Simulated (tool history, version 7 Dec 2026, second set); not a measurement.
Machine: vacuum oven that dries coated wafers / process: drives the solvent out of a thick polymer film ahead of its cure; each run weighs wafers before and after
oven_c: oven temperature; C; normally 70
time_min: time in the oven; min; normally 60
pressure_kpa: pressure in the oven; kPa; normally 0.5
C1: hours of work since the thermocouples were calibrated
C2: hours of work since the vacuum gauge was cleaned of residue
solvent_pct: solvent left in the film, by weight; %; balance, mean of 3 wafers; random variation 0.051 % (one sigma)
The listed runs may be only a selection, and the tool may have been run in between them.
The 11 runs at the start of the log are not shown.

{"run": 12, "hour": 341.2, "oven_c": 70, "time_min": 60, "pressure_kpa": 1.395, "C1": 550, "C2": 999, "solvent_pct": 1.68}
{"run": 13, "hour": 365.3, "oven_c": 70, "time_min": 60, "pressure_kpa": 1.395, "C1": 566, "C2": 1015, "solvent_pct": 1.64}
{"run": 14, "hour": 404.4, "oven_c": 70, "time_min": 60, "pressure_kpa": 1.395, "C1": 593, "C2": 1042, "solvent_pct": 1.76}
{"run": 15, "hour": 431.2, "oven_c": 70, "time_min": 51, "pressure_kpa": 0.5, "C1": 612, "C2": 1061, "solvent_pct": 1.72}
{"run": 16, "hour": 464.8, "oven_c": 70, "time_min": 51, "pressure_kpa": 0.5, "C1": 635, "C2": 1084, "solvent_pct": 1.75}
{"run": 17, "hour": 502.2, "oven_c": 70, "time_min": 51, "pressure_kpa": 0.5, "C1": 660, "C2": 1109, "solvent_pct": 1.8}
{"run": 18, "hour": 534.9, "oven_c": 70, "time_min": 60, "pressure_kpa": 0.5, "C1": 683, "C2": 1132, "solvent_pct": 1.23}
{"run": 19, "hour": 567.1, "oven_c": 70, "time_min": 60, "pressure_kpa": 0.5, "C1": 705, "C2": 1154, "solvent_pct": 1.27}
{"run": 20, "hour": 587.8, "oven_c": 70, "time_min": 60, "pressure_kpa": 0.5, "C1": 719, "C2": 1168, "solvent_pct": 1.35}
{"run": 21, "hour": 617.2, "oven_c": 70, "time_min": 60, "pressure_kpa": 0.5, "C1": 739, "C2": 1188, "solvent_pct": 1.27}
{"run": 22, "hour": 648.7, "oven_c": 78, "time_min": 56, "pressure_kpa": 1.24, "C1": 760, "C2": 1209, "solvent_pct": 0.81}
{"hour": 691.6, "done": "vacuum gauge cleaned of residue and calibrated"}
{"run": 23, "hour": 691.6, "oven_c": 68, "time_min": 56, "pressure_kpa": 0.454, "C1": 789, "C2": 0, "solvent_pct": 1.71}
{"run": 24, "hour": 730.9, "oven_c": 62, "time_min": 60, "pressure_kpa": 0.5, "C1": 816, "C2": 27, "solvent_pct": 3.2}
{"hour": 759.4, "done": "oven's thermocouples calibrated"}
{"run": 25, "hour": 759.4, "oven_c": 62, "time_min": 60, "pressure_kpa": 0.5, "C1": 0, "C2": 45, "solvent_pct": 2.86}
{"run": 26, "hour": 779.1, "oven_c": 57, "time_min": 33, "pressure_kpa": 0.5, "C1": 14, "C2": 59, "solvent_pct": 8.44}
{"run": 27, "hour": 816.5, "oven_c": 84, "time_min": 81, "pressure_kpa": 0.989, "C1": 39, "C2": 84, "solvent_pct": 0.33}
{"run": 28, "hour": 850.9, "oven_c": 84, "time_min": 55, "pressure_kpa": 0.298, "C1": 63, "C2": 108, "solvent_pct": 0.09}
{"run": 29, "hour": 872.7, "oven_c": 63, "time_min": 49, "pressure_kpa": 0.5, "C1": 78, "C2": 123, "solvent_pct": 3.69}
{"run": 30, "hour": 914.9, "oven_c": 59, "time_min": 33, "pressure_kpa": 0.412, "C1": 106, "C2": 151, "solvent_pct": 7.64}

Expected results for the next run?
{"run": 31, "hour": 956.9, "oven_c": 70, "time_min": 60, "pressure_kpa": 0.873, "C1": 135, "C2": 180, "solvent_pct": "?"}

solvent_pct: 1.38 %
Take away the tool's hidden state, keep the run-to-run variation as it was, and the same run would have given solvent_pct 1.29 %.
